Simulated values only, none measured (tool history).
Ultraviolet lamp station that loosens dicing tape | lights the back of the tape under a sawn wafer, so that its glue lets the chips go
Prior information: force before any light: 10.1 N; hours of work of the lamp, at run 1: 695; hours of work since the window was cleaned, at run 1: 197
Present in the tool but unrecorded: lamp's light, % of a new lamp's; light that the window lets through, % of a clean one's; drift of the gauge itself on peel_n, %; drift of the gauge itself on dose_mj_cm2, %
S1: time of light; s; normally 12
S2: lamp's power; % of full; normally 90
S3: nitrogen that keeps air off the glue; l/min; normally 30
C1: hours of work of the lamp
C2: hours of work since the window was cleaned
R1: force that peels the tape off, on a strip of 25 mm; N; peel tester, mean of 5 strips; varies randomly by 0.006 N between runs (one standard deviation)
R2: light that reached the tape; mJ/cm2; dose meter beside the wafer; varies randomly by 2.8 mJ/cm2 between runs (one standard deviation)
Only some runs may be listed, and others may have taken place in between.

run   hour  S1  S2  S3    C1   C2     R1   R2
  1      0  12  90  30   695  197  0.163  384
  2   18.6  12  90  30   708  210  0.166  390
  3     31  12  90  30   717  219  0.167  391
  4   51.6  12  90  30   732  234  0.168  389
  5   73.1  12  90  30   747  249  0.163  389
  6   96.9  12  74  30   764  266  0.258  327
  7  120.7  12  74  30   781  283  0.267  323
  8  146.6  12  74  30   800  302  0.272  321
  9  157.9  12  74  30   808  310  0.269  324
 10  168.9  12  74  30   816  317  0.261  321
     172.4  -- window cleaned of glue's vapour
 11  193.5  12  74  30   833   15  0.265  318
 12  215.9  12  74  30   849   31  0.277  327
 13  239.7  12  74  30   866   48  0.262  318
 14  251.1  12  74  30   874   56  0.265  323
 15  274.5  12  74  30   891   73  0.262  324
 16  289.2  12  74  30   901   83  0.285  322
 17  314.8  12  74  30   919  102  0.274  326
 18  330.2  12  74  30   930  113  0.271  318
 19  347.6  12  90  30   943  125  0.163  389
 20  369.3  12  90  30   958  141  0.164  389
 21    383  12  73  30   968  150  0.275  310
 22  406.8  12  73  30   985  167  0.274  318
 23  432.1  12  73  30  1003  185  0.288  312
 24    447   8  61  10  1014  196  2.302  174
 25  458.3   8  61  10  1022  204  2.295  178
 26  468.9  15  61  14  1029  212  0.499  331
 27  481.8  10  61  12  1039  221  1.372  221
 28  492.3  18  97  30  1046  228  0.096  627
 29  513.4   9  97  30  1061  244  0.286  315
 30  536.8   9  79  30  1078  260  0.503  259
 31  557.9   9  79  30  1093  275  0.513  257
 32    580  12  90  22  1109  291  0.206  390
 33  590.9  14  71  28  1117  299  0.214  353
 34  608.1  14  84  28  1129  311  0.138  425
     619.9  -- window cleaned of glue's vapour
 35  627.2  24  62  30  1142    5  0.108  537
 36  639.9  12  90  14  1151   14  0.322  390
 37  656.9   6  76   9  1163   26   2.71  165
 38    680  18  63   9  1180   43  0.428  411
 39  696.6   9  90  30  1192   55  0.356  292
 40    719   7  90  11  1208   71  1.439  230
 41  738.5  12  97  30  1222   85  0.138  420
 42  759.9  12  97  30  1237  100  0.136  421

4 options for the next run, each taken on its own from the tool as it stands now. Forecast them:
  A  775.8  12  66  30  1248  111   ?   ?
  B  775.8   6  92  36  1248  111   ?   ?
  C  775.8  12  79  29  1248  111   ?   ?
  D  775.8  11  81  14  1248  111   ?   ?

run     R1   R2
  A  0.354  281
  B   0.84  202
  C   0.24  341
  D  0.525  319
Had the tool no hidden state, the same runs would have come out as:
run     R1   R2
  A  0.351  282
  B  0.834  203
  C  0.238  342
  D  0.521  320
